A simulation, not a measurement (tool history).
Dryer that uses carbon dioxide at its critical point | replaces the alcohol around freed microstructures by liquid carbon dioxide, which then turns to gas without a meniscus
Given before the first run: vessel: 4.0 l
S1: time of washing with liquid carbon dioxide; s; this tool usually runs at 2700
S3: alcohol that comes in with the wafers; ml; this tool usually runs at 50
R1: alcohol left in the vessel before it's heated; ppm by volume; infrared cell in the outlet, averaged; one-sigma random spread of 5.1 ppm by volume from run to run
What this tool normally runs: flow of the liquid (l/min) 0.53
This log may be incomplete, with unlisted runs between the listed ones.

Run 1, hour 0: usual settings. Result: R1 142 ppm by volume.
Run 2, hour 9.5: usual settings. Result: R1 145 ppm by volume.
Run 3, hour 20.1: usual settings. Result: R1 131 ppm by volume.
Run 4, hour 30: usual settings. Result: R1 142 ppm by volume.
Run 5, hour 41.6: usual settings. Result: R1 137 ppm by volume.
At hour 47.2: inlet filter changed.
Run 6, hour 56.1: usual settings but S1 1980 s. Result: R1 272 ppm by volume.
Run 7, hour 70.9: usual settings but S1 1980 s. Result: R1 283 ppm by volume.
Run 8, hour 80.8: usual settings. Result: R1 116 ppm by volume.
Run 9, hour 88.8: usual settings. Result: R1 118 ppm by volume.
Run 10, hour 97.5: usual settings but S1 3060 s. Result: R1 91 ppm by volume.
Run 11, hour 111.3: usual settings but S1 3060 s. Result: R1 100 ppm by volume.
Run 12, hour 120.5: usual settings but S1 4200 s. Result: R1 76 ppm by volume.
Run 13, hour 127.1: usual settings but S1 3840 s. Result: R1 77 ppm by volume.
Run 14, hour 142: usual settings but S3 101 ml. Result: R1 178 ppm by volume.
Run 15, hour 149.4: usual settings but S3 101 ml. Result: R1 178 ppm by volume.
Run 16, hour 155.5: usual settings but S3 61 ml. Result: R1 144 ppm by volume.
Run 17, hour 163.8: usual settings but S3 61 ml. Result: R1 150 ppm by volume.
Run 18, hour 170.4: usual settings. Result: R1 130 ppm by volume.
Run 19, hour 184: usual settings. Result: R1 134 ppm by volume.
Run 20, hour 191.2: usual settings but flow of the liquid (l/min) 0.458. Result: R1 193 ppm by volume.
Run 21, hour 201.5: usual settings but flow of the liquid (l/min) 0.458. Result: R1 192 ppm by volume.
Run 22, hour 209.2: usual settings but flow of the liquid (l/min) 0.356, S3 90 ml. Result: R1 681 ppm by volume.
Run 23, hour 224.5: usual settings but S1 1920 s, S3 63 ml. Result: R1 392 ppm by volume.
Run 24, hour 236.3: usual settings but S1 1920 s, S3 63 ml. Result: R1 398 ppm by volume.
Run 25, hour 247.1: usual settings but S1 3540 s, S3 24 ml. Result: R1 93 ppm by volume.
Run 26, hour 254.5: usual settings but S1 1740 s, flow of the liquid (l/min) 0.394. Result: R1 1004 ppm by volume.
Run 27, hour 267.4: usual settings but S1 4260 s, flow of the liquid (l/min) 0.397, S3 49 ml. Result: R1 102 ppm by volume.
Run 28, hour 282.6: usual settings but S1 4260 s, flow of the liquid (l/min) 0.397, S3 49 ml. Result: R1 119 ppm by volume.
Run 29, hour 289.1: usual settings but S1 2400 s, flow of the liquid (l/min) 0.42, S3 49 ml. Result: R1 363 ppm by volume.
Run 30, hour 299.1: usual settings but S1 2400 s, flow of the liquid (l/min) 0.42, S3 49 ml. Result: R1 365 ppm by volume.
Run 31, hour 305.6: usual settings but S1 2400 s, flow of the liquid (l/min) 0.42, S3 49 ml. Result: R1 358 ppm by volume.
Run 32, hour 316.4: usual settings but S1 2640 s, flow of the liquid (l/min) 0.332, S3 89 ml. Result: R1 918 ppm by volume.
Run 33, hour 330.4: usual settings but S1 2640 s, flow of the liquid (l/min) 0.332, S3 89 ml. Result: R1 942 ppm by volume.
Run 34, hour 337.6: usual settings but S1 3660 s, flow of the liquid (l/min) 0.391, S3 30 ml. Result: R1 136 ppm by volume.
Run 35, hour 349.3: usual settings but S1 3660 s, flow of the liquid (l/min) 0.391, S3 30 ml. Result: R1 139 ppm by volume.
Run 36, hour 355.4: usual settings but S1 3660 s, flow of the liquid (l/min) 0.505, S3 77 ml. Result: R1 118 ppm by volume.
Run 37, hour 362.2: usual settings but S1 3660 s, flow of the liquid (l/min) 0.505, S3 77 ml. Result: R1 110 ppm by volume.
Run 38, hour 376.2: usual settings but S1 1860 s, flow of the liquid (l/min) 0.859, S3 83 ml. Result: R1 146 ppm by volume.
Run 39, hour 384.1: usual settings but S1 1860 s, flow of the liquid (l/min) 0.678, S3 77 ml. Result: R1 253 ppm by volume.
Run 40, hour 395.4: usual settings but S1 3720 s, flow of the liquid (l/min) 0.714, S3 20 ml. Result: R1 110 ppm by volume.

4 options for the next run, each taken on its own from the tool as it stands now. Forecast them:
Run A, hour 406.7: usual settings but S1 3600 s, flow of the liquid (l/min) 0.375, S3 55 ml. Result: R1 ?.
Run B, hour 406.7: usual settings but S1 3480 s, S3 118 ml. Result: R1 ?.
Run C, hour 406.7: usual settings but S1 3960 s, flow of the liquid (l/min) 0.714, S3 20 ml. Result: R1 ?.
Run D, hour 406.7: usual settings but S1 2280 s, flow of the liquid (l/min) 0.714, S3 20 ml. Result: R1 ?.

run   R1
  A  197
  B  141
  C  106
  D  119
Without the tool's unlogged condition, the same runs would have read:
run  R1
  A  81
  B  35
  C   7
  D  14

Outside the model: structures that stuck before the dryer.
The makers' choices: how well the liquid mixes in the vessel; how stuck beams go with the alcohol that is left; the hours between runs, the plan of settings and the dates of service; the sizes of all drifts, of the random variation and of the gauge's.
